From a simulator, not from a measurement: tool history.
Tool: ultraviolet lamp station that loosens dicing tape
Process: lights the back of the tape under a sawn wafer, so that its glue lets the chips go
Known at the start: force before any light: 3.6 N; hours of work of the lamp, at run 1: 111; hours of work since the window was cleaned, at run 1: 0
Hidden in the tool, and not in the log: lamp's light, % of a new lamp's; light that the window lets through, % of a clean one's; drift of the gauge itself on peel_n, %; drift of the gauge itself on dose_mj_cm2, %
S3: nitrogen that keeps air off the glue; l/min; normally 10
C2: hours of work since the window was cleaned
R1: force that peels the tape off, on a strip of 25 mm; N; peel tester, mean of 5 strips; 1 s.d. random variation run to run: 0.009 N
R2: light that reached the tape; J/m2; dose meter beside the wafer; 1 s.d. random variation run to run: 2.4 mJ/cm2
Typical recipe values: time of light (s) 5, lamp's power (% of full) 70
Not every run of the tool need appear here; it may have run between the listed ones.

{"run": 1, "hour": 0.0, "time of light (s)": 5, "lamp's power (% of full)": 70, "S3": 10, "hours of work of the lamp": 111, "C2": 0, "R1": 0.385, "R2": 2610}
{"run": 2, "hour": 64.2, "time of light (s)": 5, "lamp's power (% of full)": 70, "S3": 8, "hours of work of the lamp": 153, "C2": 42, "R1": 0.448, "R2": 2600}
{"run": 3, "hour": 138.4, "time of light (s)": 5, "lamp's power (% of full)": 70, "S3": 10, "hours of work of the lamp": 202, "C2": 91, "R1": 0.384, "R2": 2600}
{"run": 4, "hour": 197.7, "time of light (s)": 5, "lamp's power (% of full)": 70, "S3": 10, "hours of work of the lamp": 240, "C2": 130, "R1": 0.383, "R2": 2630}
{"run": 5, "hour": 248.1, "time of light (s)": 5, "lamp's power (% of full)": 70, "S3": 10, "hours of work of the lamp": 274, "C2": 163, "R1": 0.382, "R2": 2590}
{"run": 6, "hour": 282.6, "time of light (s)": 5, "lamp's power (% of full)": 70, "S3": 10, "hours of work of the lamp": 296, "C2": 186, "R1": 0.368, "R2": 2610}
{"run": 7, "hour": 335.7, "time of light (s)": 7, "lamp's power (% of full)": 70, "S3": 10, "hours of work of the lamp": 331, "C2": 221, "R1": 0.199, "R2": 3630}
{"run": 8, "hour": 410.0, "time of light (s)": 7, "lamp's power (% of full)": 70, "S3": 10, "hours of work of the lamp": 380, "C2": 269, "R1": 0.193, "R2": 3650}
{"run": 9, "hour": 479.9, "time of light (s)": 7, "lamp's power (% of full)": 70, "S3": 10, "hours of work of the lamp": 426, "C2": 315, "R1": 0.199, "R2": 3660}
{"run": 10, "hour": 527.2, "time of light (s)": 7, "lamp's power (% of full)": 70, "S3": 10, "hours of work of the lamp": 457, "C2": 346, "R1": 0.186, "R2": 3570}
{"run": 11, "hour": 570.6, "time of light (s)": 7, "lamp's power (% of full)": 70, "S3": 10, "hours of work of the lamp": 485, "C2": 375, "R1": 0.2, "R2": 3610}
{"hour": 583.2, "done": "window cleaned of glue's vapour"}
{"run": 12, "hour": 638.2, "time of light (s)": 2, "lamp's power (% of full)": 70, "S3": 10, "hours of work of the lamp": 530, "C2": 36, "R1": 1.36, "R2": 1050}
{"run": 13, "hour": 709.0, "time of light (s)": 2, "lamp's power (% of full)": 70, "S3": 10, "hours of work of the lamp": 576, "C2": 83, "R1": 1.37, "R2": 1070}
{"run": 14, "hour": 772.4, "time of light (s)": 5, "lamp's power (% of full)": 86, "S3": 10, "hours of work of the lamp": 618, "C2": 124, "R1": 0.257, "R2": 3200}
{"run": 15, "hour": 824.0, "time of light (s)": 3, "lamp's power (% of full)": 70, "S3": 10, "hours of work of the lamp": 652, "C2": 158, "R1": 0.83, "R2": 1550}
{"run": 16, "hour": 864.7, "time of light (s)": 3, "lamp's power (% of full)": 90, "S3": 10, "hours of work of the lamp": 678, "C2": 185, "R1": 0.584, "R2": 1980}
{"run": 17, "hour": 899.4, "time of light (s)": 5, "lamp's power (% of full)": 70, "S3": 10, "hours of work of the lamp": 701, "C2": 208, "R1": 0.386, "R2": 2570}
{"run": 18, "hour": 953.7, "time of light (s)": 5, "lamp's power (% of full)": 70, "S3": 10, "hours of work of the lamp": 737, "C2": 243, "R1": 0.372, "R2": 2570}
{"run": 19, "hour": 1013.7, "time of light (s)": 5, "lamp's power (% of full)": 70, "S3": 17, "hours of work of the lamp": 776, "C2": 283, "R1": 0.254, "R2": 2620}
{"run": 20, "hour": 1075.9, "time of light (s)": 8, "lamp's power (% of full)": 67, "S3": 8, "hours of work of the lamp": 817, "C2": 324, "R1": 0.194, "R2": 3940}
{"run": 21, "hour": 1131.5, "time of light (s)": 3, "lamp's power (% of full)": 70, "S3": 11, "hours of work of the lamp": 854, "C2": 360, "R1": 0.847, "R2": 1570}
{"hour": 1165.4, "done": "window cleaned of glue's vapour"}
{"run": 22, "hour": 1195.7, "time of light (s)": 3, "lamp's power (% of full)": 70, "S3": 11, "hours of work of the lamp": 895, "C2": 20, "R1": 0.833, "R2": 1560}
{"run": 23, "hour": 1262.7, "time of light (s)": 7, "lamp's power (% of full)": 64, "S3": 5, "hours of work of the lamp": 939, "C2": 64, "R1": 0.404, "R2": 3280}
{"run": 24, "hour": 1306.4, "time of light (s)": 6, "lamp's power (% of full)": 89, "S3": 6, "hours of work of the lamp": 968, "C2": 93, "R1": 0.252, "R2": 3980}
{"run": 25, "hour": 1374.2, "time of light (s)": 4, "lamp's power (% of full)": 98, "S3": 8, "hours of work of the lamp": 1013, "C2": 137, "R1": 0.357, "R2": 2860}
{"run": 26, "hour": 1432.8, "time of light (s)": 8, "lamp's power (% of full)": 90, "S3": 17, "hours of work of the lamp": 1051, "C2": 176, "R1": 0.105, "R2": 5330}
{"run": 27, "hour": 1504.6, "time of light (s)": 8, "lamp's power (% of full)": 90, "S3": 17, "hours of work of the lamp": 1098, "C2": 223, "R1": 0.084, "R2": 5320}
{"run": 28, "hour": 1577.8, "time of light (s)": 8, "lamp's power (% of full)": 90, "S3": 17, "hours of work of the lamp": 1146, "C2": 271, "R1": 0.088, "R2": 5240}
{"run": 29, "hour": 1634.0, "time of light (s)": 2, "lamp's power (% of full)": 68, "S3": 6, "hours of work of the lamp": 1183, "C2": 308, "R1": 1.663, "R2": 990}
{"run": 30, "hour": 1708.7, "time of light (s)": 3, "lamp's power (% of full)": 81, "S3": 14, "hours of work of the lamp": 1232, "C2": 357, "R1": 0.591, "R2": 1820}
{"hour": 1749.9, "done": "window cleaned of glue's vapour"}
{"run": 31, "hour": 1782.2, "time of light (s)": 3, "lamp's power (% of full)": 70, "S3": 10, "hours of work of the lamp": 1280, "C2": 21, "R1": 0.85, "R2": 1540}
{"run": 32, "hour": 1840.6, "time of light (s)": 7, "lamp's power (% of full)": 92, "S3": 9, "hours of work of the lamp": 1319, "C2": 60, "R1": 0.14, "R2": 4740}
{"run": 33, "hour": 1875.4, "time of light (s)": 7, "lamp's power (% of full)": 92, "S3": 9, "hours of work of the lamp": 1342, "C2": 82, "R1": 0.134, "R2": 4750}
{"hour": 1908.1, "done": "lamp changed"}
{"run": 34, "hour": 1908.1, "time of light (s)": 8, "lamp's power (% of full)": 70, "S3": 10, "hours of work of the lamp": 0, "C2": 103, "R1": 0.163, "R2": 4130}
{"run": 35, "hour": 1963.2, "time of light (s)": 4, "lamp's power (% of full)": 86, "S3": 8, "hours of work of the lamp": 36, "C2": 139, "R1": 0.463, "R2": 2560}
{"run": 36, "hour": 2023.1, "time of light (s)": 5, "lamp's power (% of full)": 83, "S3": 10, "hours of work of the lamp": 76, "C2": 179, "R1": 0.264, "R2": 3060}
{"run": 37, "hour": 2058.1, "time of light (s)": 5, "lamp's power (% of full)": 70, "S3": 10, "hours of work of the lamp": 99, "C2": 202, "R1": 0.379, "R2": 2620}

Here are 4 independent what-if runs from the current tool condition. What would each one return?
{"run": "A", "hour": 2109.4, "time of light (s)": 7, "lamp's power (% of full)": 70, "S3": 14, "hours of work of the lamp": 132, "C2": 235, "R1": "?", "R2": "?"}
{"run": "B", "hour": 2109.4, "time of light (s)": 5, "lamp's power (% of full)": 74, "S3": 6, "hours of work of the lamp": 132, "C2": 235, "R1": "?", "R2": "?"}
{"run": "C", "hour": 2109.4, "time of light (s)": 5, "lamp's power (% of full)": 64, "S3": 4, "hours of work of the lamp": 132, "C2": 235, "R1": "?", "R2": "?"}
{"run": "D", "hour": 2109.4, "time of light (s)": 3, "lamp's power (% of full)": 70, "S3": 8, "hours of work of the lamp": 132, "C2": 235, "R1": "?", "R2": "?"}

run=A R1=0.154 R2=3610
run=B R1=0.489 R2=2730
run=C R1=0.841 R2=2370
run=D R1=1.006 R2=1580
With no hidden state in the tool, these same runs would have given:
run=A R1=0.153 R2=3620
run=B R1=0.487 R2=2740
run=C R1=0.838 R2=2380
run=D R1=1.004 R2=1580
